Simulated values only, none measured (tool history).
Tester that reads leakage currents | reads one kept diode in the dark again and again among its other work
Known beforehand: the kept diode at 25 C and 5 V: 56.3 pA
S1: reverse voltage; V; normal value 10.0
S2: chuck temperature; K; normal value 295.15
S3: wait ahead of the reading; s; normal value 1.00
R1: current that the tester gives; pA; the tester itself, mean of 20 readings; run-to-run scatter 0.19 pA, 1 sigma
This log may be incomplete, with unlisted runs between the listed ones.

run,day,S1,S2,S3,R1
1,0.000,10.0,295.15,1.00,70.44
2,2.950,10.0,302.15,1.00,117.58
3,5.079,10.0,302.15,1.00,118.08
4,7.929,10.0,302.15,1.00,117.90
5,10.867,10.0,302.15,1.00,118.63
6,13.000,10.0,302.15,1.00,118.41
7,15.717,10.0,302.15,0.45,121.13
8,17.229,4.2,295.15,1.00,50.17
9,19.683,4.2,295.15,1.26,50.21
10,22.200,10.0,295.15,1.00,73.02
11,24.829,10.0,295.15,1.00,73.47
12,26.550,10.0,295.15,1.00,73.61
13,28.417,10.0,295.15,1.00,73.87
14,31.850,10.0,295.15,1.00,74.15
15,34.004,10.0,295.15,1.00,74.29
16,36.033,10.0,295.15,1.00,74.44
17,38.375,10.0,295.15,1.00,74.95
18,39.992,10.0,295.15,1.00,75.45
19,43.442,10.0,295.15,1.00,75.21
20,46.575,10.0,295.15,1.00,75.42
21,48.750,10.0,295.15,1.00,75.73
22,51.683,2.2,310.15,1.00,115.94
23,53.167,1.3,310.15,1.00,93.89
24,55.967,2.1,295.15,4.14,39.51
# day 56.350: chuck's temperature calibrated
25,57.550,2.1,295.15,4.14,40.81
26,60.500,3.2,328.15,0.67,449.82
27,63.025,9.6,326.15,0.67,627.74
28,66.512,5.3,305.15,1.00,125.74
29,68.771,5.3,293.15,1.73,53.40
30,71.479,1.6,306.15,3.34,83.02
# day 71.846: chuck's temperature calibrated, once more
31,74.658,1.6,306.15,3.34,64.07
32,77.008,1.6,306.15,3.34,64.86
33,78.833,1.6,306.15,3.34,64.72
34,82.267,1.6,306.15,3.34,64.98
35,85.342,10.0,305.15,1.36,130.27
36,88.683,10.0,305.15,7.44,129.46
37,90.471,10.0,305.15,7.44,130.62
38,93.138,10.0,300.15,0.98,93.51
39,95.779,10.0,300.15,0.98,93.64
40,98.867,3.9,295.15,0.85,43.75
41,101.425,3.9,295.15,0.85,43.98

Per-run results on a tool with no hidden state, each run keeping its own random variation:
The tool's hidden condition here consists of: stray current of the dirty probe card, pA a volt; current scale over the true one, %; true chuck temperature over the reading, C; drift of the gauge itself on leakage_pa, %.
run,R1
1,61.10
2,102.54
3,102.66
4,102.09
5,102.34
6,101.89
7,104.11
8,42.62
9,42.48
10,61.29
11,61.44
12,61.40
13,61.45
14,61.37
15,61.30
16,61.26
17,61.46
18,61.73
19,61.21
20,61.10
21,61.17
22,96.28
23,77.88
24,31.84
25,31.33
26,363.85
27,504.53
28,97.31
29,39.99
30,64.13
31,63.50
32,64.08
33,63.79
34,63.76
35,125.91
36,124.51
37,125.34
38,88.76
39,88.58
40,41.33
41,41.40

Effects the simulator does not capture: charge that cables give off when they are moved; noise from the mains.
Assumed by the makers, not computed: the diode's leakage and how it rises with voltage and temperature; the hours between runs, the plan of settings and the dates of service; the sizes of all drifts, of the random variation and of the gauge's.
